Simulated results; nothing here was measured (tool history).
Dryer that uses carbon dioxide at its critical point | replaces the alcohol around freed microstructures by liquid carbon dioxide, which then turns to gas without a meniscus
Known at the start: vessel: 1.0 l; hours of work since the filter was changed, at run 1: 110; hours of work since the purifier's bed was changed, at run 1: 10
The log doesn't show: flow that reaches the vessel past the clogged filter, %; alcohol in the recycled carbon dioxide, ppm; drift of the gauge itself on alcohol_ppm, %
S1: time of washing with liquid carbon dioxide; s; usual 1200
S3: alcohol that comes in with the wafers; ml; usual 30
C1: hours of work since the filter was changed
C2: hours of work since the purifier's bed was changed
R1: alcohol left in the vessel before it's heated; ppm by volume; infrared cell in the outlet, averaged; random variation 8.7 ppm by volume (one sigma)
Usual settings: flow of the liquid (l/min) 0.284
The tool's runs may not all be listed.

Run 1, hour 0.0: usual settings; C1 110; C2 10. Result: R1 584 ppm by volume.
Run 2, hour 7.7: usual settings but flow of the liquid (l/min) 0.213; C1 116; C2 16. Result: R1 1539 ppm by volume.
Run 3, hour 18.7: usual settings but flow of the liquid (l/min) 0.213; C1 124; C2 24. Result: R1 1507 ppm by volume.
Run 4, hour 30.3: usual settings but flow of the liquid (l/min) 0.213; C1 133; C2 33. Result: R1 1513 ppm by volume.
Run 5, hour 41.0: usual settings; C1 142; C2 41. Result: R1 603 ppm by volume.
Run 6, hour 50.9: usual settings but S1 720 s; C1 149; C2 49. Result: R1 2859 ppm by volume.
Run 7, hour 57.1: usual settings but S1 720 s; C1 154; C2 53. Result: R1 2918 ppm by volume.
Run 8, hour 62.3: usual settings but S1 720 s, S3 86 ml; C1 158; C2 57. Result: R1 8437 ppm by volume.
Run 9, hour 74.1: usual settings but S1 720 s, S3 86 ml; C1 167; C2 66. Result: R1 8195 ppm by volume.
Run 10, hour 80.0: usual settings but S1 1560 s, flow of the liquid (l/min) 0.307, S3 28 ml; C1 171; C2 71. Result: R1 132 ppm by volume.
Run 11, hour 90.5: usual settings but S1 960 s, flow of the liquid (l/min) 0.419, S3 105 ml; C1 179; C2 79. Result: R1 1243 ppm by volume.
Run 12, hour 100.6: usual settings but S1 1440 s, flow of the liquid (l/min) 0.258, S3 55 ml; C1 187; C2 86. Result: R1 832 ppm by volume.
Run 13, hour 110.0: usual settings but S3 63 ml; C1 194; C2 94. Result: R1 1436 ppm by volume.
Run 14, hour 116.1: usual settings but S1 1380 s, flow of the liquid (l/min) 0.272, S3 56 ml; C1 199; C2 98. Result: R1 855 ppm by volume.
Run 15, hour 121.6: usual settings but S3 39 ml; C1 203; C2 103. Result: R1 895 ppm by volume.
Run 16, hour 131.7: usual settings but flow of the liquid (l/min) 0.201; C1 211; C2 110. Result: R1 1935 ppm by volume.
Run 17, hour 138.4: usual settings but flow of the liquid (l/min) 0.201; C1 216; C2 115. Result: R1 1956 ppm by volume.
Run 18, hour 146.3: usual settings but flow of the liquid (l/min) 0.347, S3 73 ml; C1 222; C2 121. Result: R1 772 ppm by volume.

3 ways to go on from here, each from the tool as it stands after run 18. What would each give?
Run A, hour 157.4: usual settings but S1 840 s, flow of the liquid (l/min) 0.386, S3 28 ml; C1 230; C2 130. Result: R1 ?.
Run B, hour 157.4: usual settings but S1 1560 s, flow of the liquid (l/min) 0.355, S3 80 ml; C1 230; C2 130. Result: R1 ?.
Run C, hour 157.4: usual settings but S1 720 s, flow of the liquid (l/min) 0.334, S3 57 ml; C1 230; C2 130. Result: R1 ?.

run    R1
  A   864
  B   205
  C  4101
Without the tool's hidden state the same runs would have given:
run    R1
  A   583
  B    99
  C  3070
